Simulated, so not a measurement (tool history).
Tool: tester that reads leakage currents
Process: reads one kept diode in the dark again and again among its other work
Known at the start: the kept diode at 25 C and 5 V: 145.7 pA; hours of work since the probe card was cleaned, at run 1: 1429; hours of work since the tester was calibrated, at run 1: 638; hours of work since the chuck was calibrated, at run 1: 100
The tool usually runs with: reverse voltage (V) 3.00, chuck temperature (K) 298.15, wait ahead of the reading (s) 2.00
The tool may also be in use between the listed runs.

| run | day | reverse voltage (V) | chuck temperature (K) | wait ahead of the reading (s) | hours of work since the probe card was cleaned | hours of work since the tester was calibrated | hours of work since the chuck was calibrated | current that the tester gives (pA) |
|---|---|---|---|---|---|---|---|---|
| 1 | 0.000 | 3.00 | 298.15 | 2.00 | 1429 | 638 | 100 | 122.23 |
| 2 | 0.875 | 3.00 | 298.15 | 2.00 | 1441 | 649 | 112 | 122.65 |
| 3 | 1.467 | 3.00 | 298.15 | 4.12 | 1449 | 657 | 120 | 123.00 |
| 4 | 2.200 | 3.00 | 298.15 | 4.12 | 1459 | 667 | 130 | 121.94 |
| 5 | 3.246 | 3.00 | 298.15 | 4.12 | 1473 | 682 | 144 | 123.23 |
| 6 | 4.225 | 3.00 | 298.15 | 4.12 | 1486 | 695 | 157 | 123.01 |
| 7 | 5.538 | 3.00 | 298.15 | 4.12 | 1504 | 713 | 175 | 123.08 |
| 8 | 6.721 | 3.00 | 298.15 | 0.85 | 1520 | 729 | 191 | 123.22 |
| 9 | 8.062 | 3.00 | 298.15 | 0.85 | 1538 | 747 | 210 | 124.49 |
| 10 | 9.112 | 3.00 | 298.15 | 0.85 | 1552 | 761 | 224 | 123.36 |
| 11 | 9.792 | 3.00 | 301.15 | 2.00 | 1562 | 770 | 233 | 161.02 |
| 12 | 10.638 | 3.00 | 321.15 | 2.00 | 1573 | 782 | 244 | 831.72 |
| 13 | 11.546 | 3.00 | 321.15 | 2.00 | 1585 | 794 | 257 | 839.49 |
| 14 | 12.300 | 4.81 | 325.15 | 2.00 | 1596 | 804 | 267 | 1386.81 |
| 15 | 13.225 | 4.81 | 325.15 | 2.00 | 1608 | 817 | 280 | 1382.28 |
|  | 13.371 | chuck's temperature calibrated |
| 16 | 14.212 | 2.23 | 325.15 | 8.19 | 1621 | 829 | 11 | 1013.88 |
| 17 | 14.971 | 7.66 | 325.15 | 4.51 | 1631 | 840 | 22 | 1677.41 |
| 18 | 16.342 | 7.66 | 297.15 | 2.42 | 1649 | 858 | 40 | 169.26 |
| 19 | 17.183 | 3.44 | 333.15 | 2.06 | 1661 | 870 | 52 | 2197.97 |
| 20 | 17.871 | 2.92 | 328.15 | 4.41 | 1670 | 879 | 61 | 1420.76 |
|  | 18.188 | chuck's temperature calibrated, once more |
| 21 | 19.304 | 3.00 | 322.15 | 2.00 | 1689 | 897 | 15 | 889.99 |
| 22 | 20.312 | 3.00 | 294.15 | 2.00 | 1702 | 911 | 29 | 85.69 |

Branching from run 22: 5 alternative next runs. What would each branch give?
| A | 21.662 | 8.69 | 294.15 | 2.00 | 1721 | 929 | 47 | ? |
| B | 21.662 | 3.00 | 298.15 | 2.00 | 1721 | 929 | 47 | ? |
| C | 21.662 | 19.93 | 305.15 | 0.61 | 1721 | 929 | 47 | ? |
| D | 21.662 | 1.23 | 327.15 | 0.35 | 1721 | 929 | 47 | ? |
| E | 21.662 | 3.00 | 294.15 | 0.33 | 1721 | 929 | 47 | ? |

| run | current that the tester gives (pA) |
|---|---|
| A | 136.56 |
| B | 123.43 |
| C | 500.26 |
| D | 914.89 |
| E | 86.69 |
With no hidden state in the tool, these same runs would have given:
| run | current that the tester gives (pA) |
|---|---|
| A | 127.20 |
| B | 119.39 |
| C | 477.04 |
| D | 904.95 |
| E | 83.06 |

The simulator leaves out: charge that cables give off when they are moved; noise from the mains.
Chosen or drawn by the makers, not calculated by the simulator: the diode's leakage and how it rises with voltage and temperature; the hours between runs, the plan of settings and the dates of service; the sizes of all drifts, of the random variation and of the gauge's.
